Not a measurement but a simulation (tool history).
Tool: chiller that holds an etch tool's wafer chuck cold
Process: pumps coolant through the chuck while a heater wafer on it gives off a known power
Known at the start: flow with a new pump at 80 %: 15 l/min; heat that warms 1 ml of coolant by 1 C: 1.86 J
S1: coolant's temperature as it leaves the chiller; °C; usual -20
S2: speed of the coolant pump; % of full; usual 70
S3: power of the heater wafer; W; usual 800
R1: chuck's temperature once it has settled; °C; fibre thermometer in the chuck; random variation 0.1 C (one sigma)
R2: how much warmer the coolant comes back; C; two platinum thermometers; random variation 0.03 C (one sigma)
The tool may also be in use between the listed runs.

run 1 hour=0.0 | S1=-20 S2=70 S3=800 | R1=-10.0 R2=2.10
run 2 hour=88.9 | S1=-20 S2=70 S3=620 | R1=-12.4 R2=1.54
-- hour=110.7 coolant changed, channels flushed
run 3 hour=178.3 | S1=-20 S2=70 S3=620 | R1=-13.3 R2=1.56
run 4 hour=232.7 | S1=-20 S2=70 S3=620 | R1=-13.3 R2=1.62
run 5 hour=304.9 | S1=-20 S2=70 S3=620 | R1=-13.3 R2=1.56
run 6 hour=383.2 | S1=-20 S2=70 S3=620 | R1=-13.3 R2=1.63
run 7 hour=427.7 | S1=-20 S2=96 S3=800 | R1=-12.7 R2=1.43
run 8 hour=476.1 | S1=-20 S2=96 S3=800 | R1=-12.8 R2=1.48
run 9 hour=526.6 | S1=-20 S2=96 S3=800 | R1=-12.7 R2=1.43
run 10 hour=598.8 | S1=-20 S2=96 S3=800 | R1=-12.8 R2=1.48
run 11 hour=645.4 | S1=-20 S2=70 S3=800 | R1=-11.3 R2=2.07
run 12 hour=724.2 | S1=-20 S2=70 S3=800 | R1=-11.2 R2=2.03
-- hour=731.6 chiller's thermometer calibrated
run 13 hour=765.3 | S1=-20 S2=70 S3=800 | R1=-11.2 R2=2.12
run 14 hour=829.4 | S1=-20 S2=79 S3=800 | R1=-11.8 R2=1.83
run 15 hour=903.8 | S1=-20 S2=79 S3=800 | R1=-11.8 R2=1.82
run 16 hour=991.8 | S1=-20 S2=83 S3=800 | R1=-12.1 R2=1.70
-- hour=1018.1 chiller's thermometer calibrated, once more
run 17 hour=1050.7 | S1=-23 S2=65 S3=1147 | R1=-9.5 R2=3.17
run 18 hour=1102.5 | S1=-20 S2=65 S3=1022 | R1=-7.9 R2=2.85
run 19 hour=1164.9 | S1=-20 S2=65 S3=790 | R1=-10.6 R2=2.25
run 20 hour=1207.2 | S1=-20 S2=65 S3=790 | R1=-10.7 R2=2.16
run 21 hour=1256.8 | S1=-24 S2=95 S3=790 | R1=-16.5 R2=1.46
run 22 hour=1327.0 | S1=-24 S2=95 S3=790 | R1=-16.5 R2=1.48
run 23 hour=1375.6 | S1=-18 S2=70 S3=800 | R1=-9.1 R2=2.06
run 24 hour=1447.9 | S1=-20 S2=80 S3=436 | R1=-15.5 R2=0.99
run 25 hour=1514.6 | S1=-24 S2=67 S3=482 | R1=-18.3 R2=1.29
run 26 hour=1571.6 | S1=-24 S2=67 S3=482 | R1=-18.4 R2=1.26
run 27 hour=1638.5 | S1=-24 S2=61 S3=482 | R1=-18.0 R2=1.44
run 28 hour=1713.2 | S1=-20 S2=66 S3=661 | R1=-12.3 R2=1.82
run 29 hour=1764.2 | S1=-20 S2=66 S3=661 | R1=-12.2 R2=1.83
run 30 hour=1843.4 | S1=-14 S2=77 S3=402 | R1=-9.6 R2=0.94
run 31 hour=1929.0 | S1=-14 S2=77 S3=402 | R1=-9.6 R2=0.90

Forecast each of these 5 alternatives for the next run:
run A hour=1993.6 | S1=-15 S2=76 S3=674 | R1=? R2=?
run B hour=1993.6 | S1=-16 S2=80 S3=482 | R1=? R2=?
run C hour=1993.6 | S1=-21 S2=77 S3=402 | R1=? R2=?
run D hour=1993.6 | S1=-14 S2=75 S3=402 | R1=? R2=?
run E hour=1993.6 | S1=-14 S2=70 S3=800 | R1=? R2=?

run=A R1=-7.5 R2=1.60
run=B R1=-10.7 R2=1.08
run=C R1=-16.7 R2=0.92
run=D R1=-9.6 R2=1.00
run=E R1=-4.8 R2=2.11
Without the tool's hidden state the same runs would have given:
run=A R1=-7.9 R2=1.52
run=B R1=-10.9 R2=1.02
run=C R1=-16.9 R2=0.87
run=D R1=-9.8 R2=0.95
run=E R1=-5.2 R2=2.01

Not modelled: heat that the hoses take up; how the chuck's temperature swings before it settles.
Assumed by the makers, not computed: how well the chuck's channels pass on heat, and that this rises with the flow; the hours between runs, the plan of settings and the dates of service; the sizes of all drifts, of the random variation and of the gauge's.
